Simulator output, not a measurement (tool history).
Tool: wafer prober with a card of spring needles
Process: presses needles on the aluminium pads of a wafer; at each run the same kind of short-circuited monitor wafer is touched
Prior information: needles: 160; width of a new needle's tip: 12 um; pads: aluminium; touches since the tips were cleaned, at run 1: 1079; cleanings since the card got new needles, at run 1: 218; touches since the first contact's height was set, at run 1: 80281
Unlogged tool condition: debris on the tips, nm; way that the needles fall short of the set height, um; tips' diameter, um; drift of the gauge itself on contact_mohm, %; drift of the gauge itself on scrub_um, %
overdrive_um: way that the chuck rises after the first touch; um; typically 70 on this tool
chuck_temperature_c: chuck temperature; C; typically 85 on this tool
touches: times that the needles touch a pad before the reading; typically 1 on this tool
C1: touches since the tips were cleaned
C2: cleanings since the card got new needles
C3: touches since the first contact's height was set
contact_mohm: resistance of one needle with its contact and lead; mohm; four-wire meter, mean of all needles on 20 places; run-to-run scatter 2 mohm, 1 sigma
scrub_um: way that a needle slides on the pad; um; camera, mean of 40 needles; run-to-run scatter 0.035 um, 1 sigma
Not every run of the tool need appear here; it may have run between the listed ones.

run 1 hour=0.0 | overdrive_um=70 chuck_temperature_c=85 touches=1 | C1=1079 C2=218 C3=80281 | contact_mohm=247 scrub_um=17.09
-- hour=5.3 tips cleaned on abrasive film
-- hour=14.1 tips cleaned on abrasive film
-- hour=22.8 tips cleaned on abrasive film
-- hour=31.6 tips cleaned on abrasive film
-- hour=40.4 tips cleaned on abrasive film
-- hour=49.1 tips cleaned on abrasive film
run 2 hour=56.0 | overdrive_um=70 chuck_temperature_c=85 touches=1 | C1=2864 C2=224 C3=103307 | contact_mohm=267 scrub_um=16.97
-- hour=57.8 tips cleaned on abrasive film
-- hour=66.6 tips cleaned on abrasive film
-- hour=75.4 tips cleaned on abrasive film
-- hour=82.4 tips cleaned on abrasive film
-- hour=91.2 tips cleaned on abrasive film
-- hour=99.9 tips cleaned on abrasive film
-- hour=107.4 tips cleaned on abrasive film
run 3 hour=107.4 | overdrive_um=70 chuck_temperature_c=85 touches=1 | C1=0 C2=231 C3=124361 | contact_mohm=227 scrub_um=16.84
-- hour=116.1 tips cleaned on abrasive film
-- hour=124.9 tips cleaned on abrasive film
-- hour=133.7 tips cleaned on abrasive film
-- hour=137.4 height of the first contact set anew
-- hour=141.0 tips cleaned on abrasive film
-- hour=149.8 tips cleaned on abrasive film
-- hour=158.5 tips cleaned on abrasive film
run 4 hour=159.6 | overdrive_um=70 chuck_temperature_c=85 touches=1 | C1=438 C2=237 C3=9079 | contact_mohm=241 scrub_um=17.33
-- hour=166.6 tips cleaned on abrasive film
-- hour=175.4 tips cleaned on abrasive film
-- hour=184.2 tips cleaned on abrasive film
-- hour=191.3 tips cleaned on abrasive film
run 5 hour=191.3 | overdrive_um=70 chuck_temperature_c=85 touches=1 | C1=0 C2=241 C3=22076 | contact_mohm=229 scrub_um=17.44
-- hour=198.3 tips cleaned on abrasive film
-- hour=207.1 tips cleaned on abrasive film
-- hour=215.8 tips cleaned on abrasive film
run 6 hour=217.1 | overdrive_um=70 chuck_temperature_c=85 touches=1 | C1=527 C2=244 C3=32685 | contact_mohm=238 scrub_um=17.33
-- hour=224.1 tips cleaned on abrasive film
-- hour=232.9 tips cleaned on abrasive film
-- hour=239.9 tips cleaned on abrasive film
-- hour=248.7 tips cleaned on abrasive film
-- hour=257.5 tips cleaned on abrasive film
-- hour=264.5 tips cleaned on abrasive film
run 7 hour=269.1 | overdrive_um=70 chuck_temperature_c=26 touches=1 | C1=1924 C2=250 C3=54051 | contact_mohm=247 scrub_um=17.26
-- hour=272.7 tips cleaned on abrasive film, once more
-- hour=281.5 tips cleaned on abrasive film
-- hour=290.2 tips cleaned on abrasive film
-- hour=299.0 tips cleaned on abrasive film
-- hour=307.7 tips cleaned on abrasive film
-- hour=316.5 tips cleaned on abrasive film
-- hour=323.5 tips cleaned on abrasive film
run 8 hour=327.9 | overdrive_um=70 chuck_temperature_c=26 touches=1 | C1=1828 C2=257 C3=78200 | contact_mohm=246 scrub_um=17.11
-- hour=331.5 tips cleaned on abrasive film
-- hour=340.3 tips cleaned on abrasive film
-- hour=347.3 tips cleaned on abrasive film
-- hour=356.1 tips cleaned on abrasive film
-- hour=363.1 tips cleaned on abrasive film
-- hour=371.9 tips cleaned on abrasive film
run 9 hour=374.0 | overdrive_um=70 chuck_temperature_c=26 touches=1 | C1=882 C2=263 C3=97084 | contact_mohm=230 scrub_um=17.08
-- hour=379.3 tips cleaned on abrasive film
-- hour=388.1 tips cleaned on abrasive film
-- hour=396.8 tips cleaned on abrasive film
-- hour=405.6 tips cleaned on abrasive film
-- hour=414.3 tips cleaned on abrasive film
-- hour=421.4 tips cleaned on abrasive film
-- hour=429.7 tips cleaned on abrasive film
run 10 hour=429.7 | overdrive_um=70 chuck_temperature_c=26 touches=1 | C1=0 C2=270 C3=119922 | contact_mohm=217 scrub_um=16.97
-- hour=436.7 tips cleaned on abrasive film
-- hour=445.5 tips cleaned on abrasive film
-- hour=452.5 tips cleaned on abrasive film
-- hour=461.2 tips cleaned on abrasive film
-- hour=468.3 tips cleaned on abrasive film
-- hour=470.3 height of the first contact set anew
run 11 hour=470.3 | overdrive_um=70 chuck_temperature_c=26 touches=1 | C1=704 C2=275 C3=0 | contact_mohm=227 scrub_um=17.48
-- hour=477.3 tips cleaned on abrasive film
-- hour=486.1 tips cleaned on abrasive film
-- hour=494.8 tips cleaned on abrasive film
-- hour=503.6 tips cleaned on abrasive film
-- hour=512.4 tips cleaned on abrasive film
-- hour=519.4 tips cleaned on abrasive film
run 12 hour=521.1 | overdrive_um=70 chuck_temperature_c=26 touches=1 | C1=703 C2=281 C3=20865 | contact_mohm=230 scrub_um=17.44
-- hour=528.1 tips cleaned on abrasive film
-- hour=536.9 tips cleaned on abrasive film
-- hour=545.7 tips cleaned on abrasive film
-- hour=552.7 tips cleaned on abrasive film
-- hour=561.4 tips cleaned on abrasive film
run 13 hour=564.1 | overdrive_um=70 chuck_temperature_c=26 touches=1 | C1=1082 C2=286 C3=38508 | contact_mohm=240 scrub_um=17.31
-- hour=569.4 tips cleaned on abrasive film
-- hour=578.1 tips cleaned on abrasive film
-- hour=586.9 tips cleaned on abrasive film
-- hour=593.9 tips cleaned on abrasive film
run 14 hour=599.2 | overdrive_um=70 chuck_temperature_c=26 touches=2 | C1=2183 C2=290 C3=52932 | contact_mohm=235 scrub_um=17.19
-- hour=601.0 tips cleaned on abrasive film
-- hour=609.8 tips cleaned on abrasive film
-- hour=618.5 tips cleaned on abrasive film
run 15 hour=624.8 | overdrive_um=70 chuck_temperature_c=33 touches=2 | C1=2618 C2=293 C3=63479 | contact_mohm=242 scrub_um=17.25
-- hour=626.7 tips cleaned on abrasive film
-- hour=635.4 tips cleaned on abrasive film
-- hour=644.2 tips cleaned on abrasive film
-- hour=653.0 tips cleaned on abrasive film
-- hour=661.7 tips cleaned on abrasive film
-- hour=670.5 tips cleaned on abrasive film
run 16 hour=674.6 | overdrive_um=52 chuck_temperature_c=34 touches=1 | C1=1710 C2=299 C3=83909 | contact_mohm=281 scrub_um=12.67
-- hour=678.2 tips cleaned on abrasive film
-- hour=686.9 tips cleaned on abrasive film
-- hour=695.7 tips cleaned on abrasive film
-- hour=704.5 tips cleaned on abrasive film
run 17 hour=710.0 | overdrive_um=52 chuck_temperature_c=34 touches=1 | C1=2298 C2=303 C3=98447 | contact_mohm=292 scrub_um=12.61
-- hour=711.9 tips cleaned on abrasive film
-- hour=720.6 tips cleaned on abrasive film
-- hour=727.6 tips cleaned on abrasive film
-- hour=736.4 tips cleaned on abrasive film
-- hour=745.2 tips cleaned on abrasive film
-- hour=753.9 tips cleaned on abrasive film
run 18 hour=756.9 | overdrive_um=52 chuck_temperature_c=110 touches=1 | C1=1247 C2=309 C3=117699 | contact_mohm=283 scrub_um=12.54
-- hour=762.2 tips cleaned on abrasive film
-- hour=769.3 tips cleaned on abrasive film
-- hour=778.0 tips cleaned on abrasive film
run 19 hour=783.1 | overdrive_um=78 chuck_temperature_c=110 touches=2 | C1=2123 C2=312 C3=128463 | contact_mohm=249 scrub_um=18.95
-- hour=786.7 tips cleaned on abrasive film
-- hour=795.5 tips cleaned on abrasive film
-- hour=804.2 tips cleaned on abrasive film
-- hour=804.5 height of the first contact set anew
run 20 hour=808.0 | overdrive_um=62 chuck_temperature_c=56 touches=1 | C1=1432 C2=315 C3=1432 | contact_mohm=254 scrub_um=15.47
-- hour=813.3 tips cleaned on abrasive film
-- hour=822.0 tips cleaned on abrasive film
-- hour=830.8 tips cleaned on abrasive film
-- hour=839.6 tips cleaned on abrasive film
-- hour=848.3 tips cleaned on abrasive film
-- hour=855.4 tips cleaned on abrasive film
-- hour=864.1 tips cleaned on abrasive film
run 21 hour=866.3 | overdrive_um=62 chuck_temperature_c=56 touches=1 | C1=884 C2=322 C3=25356 | contact_mohm=253 scrub_um=15.37
-- hour=871.6 tips cleaned on abrasive film
-- hour=880.3 tips cleaned on abrasive film
-- hour=887.4 tips cleaned on abrasive film
-- hour=896.1 tips cleaned on abrasive film
-- hour=904.9 tips cleaned on abrasive film
run 22 hour=909.4 | overdrive_um=62 chuck_temperature_c=56 touches=1 | C1=1862 C2=327 C3=43058 | contact_mohm=268 scrub_um=15.37
-- hour=912.9 tips cleaned on abrasive film
-- hour=920.0 tips cleaned on abrasive film
-- hour=928.7 tips cleaned on abrasive film
-- hour=935.8 tips cleaned on abrasive film
-- hour=943.9 tips cleaned on abrasive film
run 23 hour=943.9 | overdrive_um=72 chuck_temperature_c=56 touches=2 | C1=0 C2=332 C3=57209 | contact_mohm=220 scrub_um=17.73

Subtracting, for every run, the result it would have given without the tool's unlogged condition from the measured result gives the following. The same run-to-run variation enters both numbers; the gauge's scatter may not:
run=1 contact_mohm=+25 scrub_um=-0.31
run=2 contact_mohm=+42 scrub_um=-0.48
run=3 contact_mohm=+4 scrub_um=-0.58
run=4 contact_mohm=+17 scrub_um=-0.04
run=5 contact_mohm=+4 scrub_um=-0.09
run=6 contact_mohm=+14 scrub_um=-0.14
run=7 contact_mohm=+38 scrub_um=-0.22
run=8 contact_mohm=+35 scrub_um=-0.31
run=9 contact_mohm=+24 scrub_um=-0.40
run=10 contact_mohm=+7 scrub_um=-0.49
run=11 contact_mohm=+20 scrub_um=+0.00
run=12 contact_mohm=+21 scrub_um=-0.08
run=13 contact_mohm=+31 scrub_um=-0.14
run=14 contact_mohm=+25 scrub_um=-0.21
run=15 contact_mohm=+29 scrub_um=-0.25
run=16 contact_mohm=+61 scrub_um=-0.32
run=17 contact_mohm=+78 scrub_um=-0.36
run=18 contact_mohm=+50 scrub_um=-0.45
run=19 contact_mohm=+22 scrub_um=-0.49
run=20 contact_mohm=+37 scrub_um=+0.00
run=21 contact_mohm=+36 scrub_um=-0.09
run=22 contact_mohm=+50 scrub_um=-0.16
run=23 contact_mohm=+4 scrub_um=-0.23

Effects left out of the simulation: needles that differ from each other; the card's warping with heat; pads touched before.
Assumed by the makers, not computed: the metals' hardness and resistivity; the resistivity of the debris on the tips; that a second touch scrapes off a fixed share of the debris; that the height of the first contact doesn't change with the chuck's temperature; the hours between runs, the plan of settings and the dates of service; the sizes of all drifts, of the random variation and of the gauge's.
